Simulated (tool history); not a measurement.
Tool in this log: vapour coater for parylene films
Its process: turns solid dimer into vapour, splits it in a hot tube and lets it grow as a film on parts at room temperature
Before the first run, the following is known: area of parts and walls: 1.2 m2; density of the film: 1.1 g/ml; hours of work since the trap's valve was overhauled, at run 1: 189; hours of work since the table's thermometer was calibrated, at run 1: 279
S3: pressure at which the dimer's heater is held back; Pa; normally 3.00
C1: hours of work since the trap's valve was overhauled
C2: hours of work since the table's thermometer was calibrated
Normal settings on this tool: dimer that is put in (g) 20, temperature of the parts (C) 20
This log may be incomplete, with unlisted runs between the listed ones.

Run 1, hour 0.0: usual settings; C1 189; C2 279. Result: thickness of the film (nm) 11160.
Run 2, hour 30.1: usual settings; C1 215; C2 305. Result: thickness of the film (nm) 11130.
Run 3, hour 85.3: usual settings; C1 262; C2 352. Result: thickness of the film (nm) 10970.
Run 4, hour 138.7: usual settings; C1 308; C2 398. Result: thickness of the film (nm) 10880.
Run 5, hour 184.9: usual settings; C1 347; C2 437. Result: thickness of the film (nm) 10820.
At hour 206.5: trap's valve overhauled.
Run 6, hour 249.1: usual settings; C1 36; C2 488. Result: thickness of the film (nm) 11220.
Run 7, hour 293.0: usual settings; C1 74; C2 526. Result: thickness of the film (nm) 11300.
Run 8, hour 341.1: usual settings but temperature of the parts (C) 30; C1 115; C2 567. Result: thickness of the film (nm) 7090.
Run 9, hour 399.2: usual settings but temperature of the parts (C) 30, S3 6.30 Pa; C1 165; C2 617. Result: thickness of the film (nm) 6160.
Run 10, hour 452.1: usual settings but temperature of the parts (C) 30, S3 6.30 Pa; C1 210; C2 662. Result: thickness of the film (nm) 6040.
Run 11, hour 482.0: usual settings but temperature of the parts (C) 30, S3 6.30 Pa; C1 235; C2 687. Result: thickness of the film (nm) 6040.
Run 12, hour 512.3: usual settings but temperature of the parts (C) 26; C1 261; C2 713. Result: thickness of the film (nm) 8180.
Run 13, hour 542.3: usual settings but temperature of the parts (C) 26; C1 287; C2 739. Result: thickness of the film (nm) 8170.
Run 14, hour 586.2: usual settings but dimer that is put in (g) 35, S3 4.82 Pa; C1 324; C2 777. Result: thickness of the film (nm) 17160.
At hour 632.1: trap's valve overhauled.
Run 15, hour 632.1: usual settings but temperature of the parts (C) 24, S3 3.66 Pa; C1 0; C2 812. Result: thickness of the film (nm) 9120.
Run 16, hour 677.6: usual settings but dimer that is put in (g) 33; C1 39; C2 851. Result: thickness of the film (nm) 18690.
Run 17, hour 713.3: usual settings but dimer that is put in (g) 9, temperature of the parts (C) 21, S3 8.56 Pa; C1 69; C2 882. Result: thickness of the film (nm) 3970.
Run 18, hour 753.4: usual settings but dimer that is put in (g) 33, S3 3.40 Pa; C1 104; C2 916. Result: thickness of the film (nm) 17730.
Run 19, hour 799.6: usual settings but dimer that is put in (g) 10, temperature of the parts (C) 18, S3 4.66 Pa; C1 143; C2 955. Result: thickness of the film (nm) 5590.

Below are 5 alternative next runs, each starting from the tool's condition after run 19. Predict each:
Run A, hour 841.2: usual settings but dimer that is put in (g) 29, temperature of the parts (C) 15, S3 4.66 Pa; C1 179; C2 991. Result: thickness of the film (nm) ?.
Run B, hour 841.2: usual settings but temperature of the parts (C) 16, S3 8.71 Pa; C1 179; C2 991. Result: thickness of the film (nm) ?.
Run C, hour 841.2: usual settings but dimer that is put in (g) 25, temperature of the parts (C) 13; C1 179; C2 991. Result: thickness of the film (nm) ?.
Run D, hour 841.2: usual settings but dimer that is put in (g) 9, temperature of the parts (C) 17; C1 179; C2 991. Result: thickness of the film (nm) ?.
Run E, hour 841.2: usual settings but dimer that is put in (g) 34, temperature of the parts (C) 21; C1 179; C2 991. Result: thickness of the film (nm) ?.

run  thickness of the film (nm)
  A                       18270
  B                       10960
  C                       17730
  D                        5630
  E                       17850
Without the tool's unlogged condition, the same runs would have read:
run  thickness of the film (nm)
  A                       19600
  B                       11760
  C                       18550
  D                        6040
  E                       19150
